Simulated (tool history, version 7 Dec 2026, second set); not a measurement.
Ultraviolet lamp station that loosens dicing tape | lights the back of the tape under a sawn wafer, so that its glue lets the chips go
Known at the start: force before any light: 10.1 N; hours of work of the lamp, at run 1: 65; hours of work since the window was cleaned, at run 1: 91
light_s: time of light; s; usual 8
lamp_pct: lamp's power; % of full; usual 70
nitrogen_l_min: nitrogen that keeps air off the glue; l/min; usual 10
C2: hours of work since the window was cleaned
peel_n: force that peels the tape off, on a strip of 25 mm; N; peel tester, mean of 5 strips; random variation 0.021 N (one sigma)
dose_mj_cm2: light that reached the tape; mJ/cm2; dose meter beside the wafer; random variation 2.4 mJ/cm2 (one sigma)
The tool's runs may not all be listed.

{"run": 1, "day": 0.0, "light_s": 8, "lamp_pct": 70, "nitrogen_l_min": 10, "hours of work of the lamp": 65, "C2": 91, "peel_n": 1.159, "dose_mj_cm2": 243}
{"run": 2, "day": 0.35, "light_s": 8, "lamp_pct": 79, "nitrogen_l_min": 10, "hours of work of the lamp": 69, "C2": 94, "peel_n": 0.875, "dose_mj_cm2": 278}
{"run": 3, "day": 0.546, "light_s": 8, "lamp_pct": 79, "nitrogen_l_min": 10, "hours of work of the lamp": 70, "C2": 96, "peel_n": 0.901, "dose_mj_cm2": 276}
{"run": 4, "day": 0.817, "light_s": 8, "lamp_pct": 73, "nitrogen_l_min": 10, "hours of work of the lamp": 73, "C2": 99, "peel_n": 1.003, "dose_mj_cm2": 254}
{"run": 5, "day": 1.1, "light_s": 8, "lamp_pct": 68, "nitrogen_l_min": 10, "hours of work of the lamp": 76, "C2": 101, "peel_n": 1.2, "dose_mj_cm2": 238}
{"run": 6, "day": 1.333, "light_s": 5, "lamp_pct": 70, "nitrogen_l_min": 10, "hours of work of the lamp": 78, "C2": 104, "peel_n": 2.423, "dose_mj_cm2": 150}
{"run": 7, "day": 1.504, "light_s": 5, "lamp_pct": 70, "nitrogen_l_min": 10, "hours of work of the lamp": 80, "C2": 105, "peel_n": 2.42, "dose_mj_cm2": 154}
{"run": 8, "day": 1.708, "light_s": 8, "lamp_pct": 70, "nitrogen_l_min": 10, "hours of work of the lamp": 82, "C2": 107, "peel_n": 1.147, "dose_mj_cm2": 244}
{"run": 9, "day": 1.958, "light_s": 8, "lamp_pct": 70, "nitrogen_l_min": 10, "hours of work of the lamp": 84, "C2": 110, "peel_n": 1.128, "dose_mj_cm2": 240}
{"run": 10, "day": 2.308, "light_s": 8, "lamp_pct": 70, "nitrogen_l_min": 10, "hours of work of the lamp": 88, "C2": 113, "peel_n": 1.12, "dose_mj_cm2": 241}
{"run": 11, "day": 2.521, "light_s": 8, "lamp_pct": 70, "nitrogen_l_min": 10, "hours of work of the lamp": 90, "C2": 115, "peel_n": 1.089, "dose_mj_cm2": 241}
{"run": 12, "day": 2.854, "light_s": 8, "lamp_pct": 70, "nitrogen_l_min": 10, "hours of work of the lamp": 93, "C2": 118, "peel_n": 1.115, "dose_mj_cm2": 242}
{"run": 13, "day": 3.154, "light_s": 8, "lamp_pct": 70, "nitrogen_l_min": 10, "hours of work of the lamp": 96, "C2": 121, "peel_n": 1.142, "dose_mj_cm2": 246}
{"run": 14, "day": 3.438, "light_s": 8, "lamp_pct": 70, "nitrogen_l_min": 10, "hours of work of the lamp": 99, "C2": 124, "peel_n": 1.167, "dose_mj_cm2": 241}
{"run": 15, "day": 3.654, "light_s": 8, "lamp_pct": 70, "nitrogen_l_min": 10, "hours of work of the lamp": 101, "C2": 126, "peel_n": 1.139, "dose_mj_cm2": 244}
{"run": 16, "day": 3.996, "light_s": 8, "lamp_pct": 70, "nitrogen_l_min": 10, "hours of work of the lamp": 104, "C2": 130, "peel_n": 1.13, "dose_mj_cm2": 238}
{"run": 17, "day": 4.208, "light_s": 8, "lamp_pct": 70, "nitrogen_l_min": 4, "hours of work of the lamp": 106, "C2": 132, "peel_n": 1.935, "dose_mj_cm2": 237}
{"run": 18, "day": 4.517, "light_s": 8, "lamp_pct": 70, "nitrogen_l_min": 8, "hours of work of the lamp": 109, "C2": 135, "peel_n": 1.307, "dose_mj_cm2": 239}
{"run": 19, "day": 4.738, "light_s": 9, "lamp_pct": 70, "nitrogen_l_min": 10, "hours of work of the lamp": 111, "C2": 137, "peel_n": 0.9, "dose_mj_cm2": 274}
{"run": 20, "day": 4.925, "light_s": 8, "lamp_pct": 70, "nitrogen_l_min": 19, "hours of work of the lamp": 113, "C2": 139, "peel_n": 0.846, "dose_mj_cm2": 236}
{"run": 21, "day": 5.25, "light_s": 8, "lamp_pct": 65, "nitrogen_l_min": 19, "hours of work of the lamp": 116, "C2": 142, "peel_n": 0.976, "dose_mj_cm2": 221}
{"run": 22, "day": 5.629, "light_s": 8, "lamp_pct": 80, "nitrogen_l_min": 4, "hours of work of the lamp": 120, "C2": 145, "peel_n": 1.557, "dose_mj_cm2": 271}
{"run": 23, "day": 5.888, "light_s": 15, "lamp_pct": 70, "nitrogen_l_min": 7, "hours of work of the lamp": 123, "C2": 148, "peel_n": 0.398, "dose_mj_cm2": 448}
{"run": 24, "day": 6.196, "light_s": 15, "lamp_pct": 70, "nitrogen_l_min": 7, "hours of work of the lamp": 126, "C2": 151, "peel_n": 0.406, "dose_mj_cm2": 444}
{"run": 25, "day": 6.383, "light_s": 7, "lamp_pct": 83, "nitrogen_l_min": 11, "hours of work of the lamp": 127, "C2": 153, "peel_n": 1.047, "dose_mj_cm2": 247}
{"run": 26, "day": 6.767, "light_s": 11, "lamp_pct": 86, "nitrogen_l_min": 3, "hours of work of the lamp": 131, "C2": 157, "peel_n": 0.905, "dose_mj_cm2": 406}
{"run": 27, "day": 7.008, "light_s": 14, "lamp_pct": 70, "nitrogen_l_min": 16, "hours of work of the lamp": 134, "C2": 159, "peel_n": 0.307, "dose_mj_cm2": 415}
{"run": 28, "day": 7.304, "light_s": 14, "lamp_pct": 70, "nitrogen_l_min": 16, "hours of work of the lamp": 136, "C2": 162, "peel_n": 0.311, "dose_mj_cm2": 412}
{"run": 29, "day": 7.629, "light_s": 14, "lamp_pct": 85, "nitrogen_l_min": 16, "hours of work of the lamp": 140, "C2": 165, "peel_n": 0.249, "dose_mj_cm2": 504}
{"day": 7.679, "done": "window cleaned of glue's vapour"}
{"run": 30, "day": 8.017, "light_s": 14, "lamp_pct": 85, "nitrogen_l_min": 16, "hours of work of the lamp": 143, "C2": 3, "peel_n": 0.246, "dose_mj_cm2": 498}
{"run": 31, "day": 8.304, "light_s": 8, "lamp_pct": 70, "nitrogen_l_min": 5, "hours of work of the lamp": 146, "C2": 6, "peel_n": 1.722, "dose_mj_cm2": 236}
{"day": 8.638, "done": "window cleaned of glue's vapour, once more"}
{"run": 32, "day": 8.708, "light_s": 8, "lamp_pct": 70, "nitrogen_l_min": 5, "hours of work of the lamp": 150, "C2": 1, "peel_n": 1.616, "dose_mj_cm2": 245}
{"run": 33, "day": 8.975, "light_s": 8, "lamp_pct": 70, "nitrogen_l_min": 5, "hours of work of the lamp": 152, "C2": 3, "peel_n": 1.604, "dose_mj_cm2": 248}
{"run": 34, "day": 9.258, "light_s": 7, "lamp_pct": 92, "nitrogen_l_min": 13, "hours of work of the lamp": 155, "C2": 6, "peel_n": 0.714, "dose_mj_cm2": 280}
{"run": 35, "day": 9.554, "light_s": 13, "lamp_pct": 84, "nitrogen_l_min": 13, "hours of work of the lamp": 158, "C2": 9, "peel_n": 0.268, "dose_mj_cm2": 479}
{"run": 36, "day": 9.942, "light_s": 13, "lamp_pct": 84, "nitrogen_l_min": 13, "hours of work of the lamp": 162, "C2": 13, "peel_n": 0.273, "dose_mj_cm2": 476}
{"run": 37, "day": 10.283, "light_s": 13, "lamp_pct": 80, "nitrogen_l_min": 12, "hours of work of the lamp": 165, "C2": 16, "peel_n": 0.311, "dose_mj_cm2": 453}
{"run": 38, "day": 10.642, "light_s": 8, "lamp_pct": 96, "nitrogen_l_min": 4, "hours of work of the lamp": 169, "C2": 20, "peel_n": 1.057, "dose_mj_cm2": 333}
{"run": 39, "day": 10.942, "light_s": 8, "lamp_pct": 96, "nitrogen_l_min": 4, "hours of work of the lamp": 172, "C2": 22, "peel_n": 1.07, "dose_mj_cm2": 330}
{"run": 40, "day": 11.129, "light_s": 8, "lamp_pct": 96, "nitrogen_l_min": 4, "hours of work of the lamp": 173, "C2": 24, "peel_n": 1.06, "dose_mj_cm2": 334}
{"run": 41, "day": 11.288, "light_s": 8, "lamp_pct": 96, "nitrogen_l_min": 4, "hours of work of the lamp": 175, "C2": 26, "peel_n": 1.035, "dose_mj_cm2": 333}
{"run": 42, "day": 11.658, "light_s": 7, "lamp_pct": 82, "nitrogen_l_min": 10, "hours of work of the lamp": 179, "C2": 29, "peel_n": 1.078, "dose_mj_cm2": 249}

Hidden state at the last listed run before each entry between runs and at the first one after, where it differs:
Between runs 29 and 30: window cleaned of glue's vapour (day 7.679)
  lamp's light, % of a new lamp's: 96.4 -> 96.3; light that the window lets through, % of a clean one's: 95.8 -> 95.1
  measured less the result without the state, peel_n: +0.013 -> +0.016 N; dose_mj_cm2: -42 -> -45 mJ/cm2
Between runs 31 and 32: window cleaned of glue's vapour, once more (day 8.638)
  lamp's light, % of a new lamp's: 96.3 -> 96.2; light that the window lets through, % of a clean one's: 95.1 -> 99.5
  measured less the result without the state, peel_n: +0.239 -> +0.118 N; dose_mj_cm2: -21 -> -11 mJ/cm2
